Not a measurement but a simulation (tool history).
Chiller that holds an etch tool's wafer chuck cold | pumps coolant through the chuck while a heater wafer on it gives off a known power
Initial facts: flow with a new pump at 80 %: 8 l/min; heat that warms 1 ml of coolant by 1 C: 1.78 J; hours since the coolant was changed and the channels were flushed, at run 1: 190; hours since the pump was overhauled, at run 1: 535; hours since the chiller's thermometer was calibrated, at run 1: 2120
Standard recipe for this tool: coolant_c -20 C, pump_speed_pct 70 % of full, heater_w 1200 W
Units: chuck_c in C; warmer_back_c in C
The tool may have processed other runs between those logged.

run	hour	coolant_c	pump_speed_pct	heater_w	hours since the coolant was changed and the channels were flushed	hours since the pump was overhauled	hours since the chiller's thermometer was calibrated	chuck_c	warmer_back_c
1	0	-20	70	1200	190	535	2120	-4.2	5.88
2	16.5	-20	70	1200	207	552	2136	-4.2	5.87
3	32.2	-20	70	1200	223	568	2152	-4.2	5.88
4	44.6	-20	70	923	235	580	2164	-7.8	4.49
5	72.2	-20	70	1200	263	608	2192	-4.1	5.83
6	101.4	-20	66	1200	292	637	2221	-3.6	6.16
7	115.1	-12	70	1200	305	650	2235	3.7	5.83
8	136.5	-12	70	1200	327	672	2256	3.7	5.84
9	161.1	-12	70	1200	352	696	2281	3.7	5.9
10	178.2	-20	70	1200	369	714	2298	-4.1	5.83
11	204.1	-20	70	1200	394	739	2324	-4.3	5.84
12	227.7	-20	70	1200	418	763	2347	-4.3	5.81
13	243.8	-20	70	1200	434	779	2364	-4.2	5.84
14	272.8	-20	70	1200	463	808	2393	-4.3	5.8
15	291.5	-20	70	1200	482	827	2411	-4.2	5.83
16	319.4	-13	70	1200	510	855	2439	2.7	5.87
17	340.2	-15	73	1200	531	875	2460	0.4	5.56
18	359.9	-29	68	979	550	895	2480	-16	4.96
19	389.6	-29	68	979	580	925	2509	-16.1	4.87
20	403.7	-29	68	979	594	939	2523	-15.9	4.92
21	421.1	-17	65	650	611	956	2541	-8.2	3.44
22	450.1	-20	74	641	640	985	2570	-11.8	2.95
23	467.3	-26	76	913	658	1003	2587	-14.5	4.03
24	494.7	-12	83	977	685	1030	2614	-0.5	4
25	522.3	-29	76	977	713	1058	2642	-16.8	4.34
26	550.2	-17	65	811	741	1086	2670	-5.9	4.22
27	575	-17	65	811	765	1110	2695	-5.8	4.3
28	591	-14	91	1246	781	1126	2711	0	4.62
29	618.6	-18	91	866	809	1154	2738	-8.2	3.17
30	643.7	-23	64	725	834	1179	2763	-12.9	3.87
31	659	-30	62	649	849	1194	2779	-20.7	3.62

Each row is a separate what-if for the run after 31, all from the same tool condition, not one after another. Results?
A	673.5	-20	93	1200	864	1209	2793	?	?
B	673.5	-20	70	1685	864	1209	2793	?	?
C	673.5	-20	70	790	864	1209	2793	?	?
D	673.5	-13	88	1735	864	1209	2793	?	?

run	chuck_c	warmer_back_c
A	-6.6	4.27
B	2	8.21
C	-9.8	3.82
D	7	6.63
Take away the tool's hidden state, keep each run's random variation, and the runs would have read:
run	chuck_c	warmer_back_c
A	-6.6	4.27
B	2	8.21
C	-9.8	3.82
D	7	6.63

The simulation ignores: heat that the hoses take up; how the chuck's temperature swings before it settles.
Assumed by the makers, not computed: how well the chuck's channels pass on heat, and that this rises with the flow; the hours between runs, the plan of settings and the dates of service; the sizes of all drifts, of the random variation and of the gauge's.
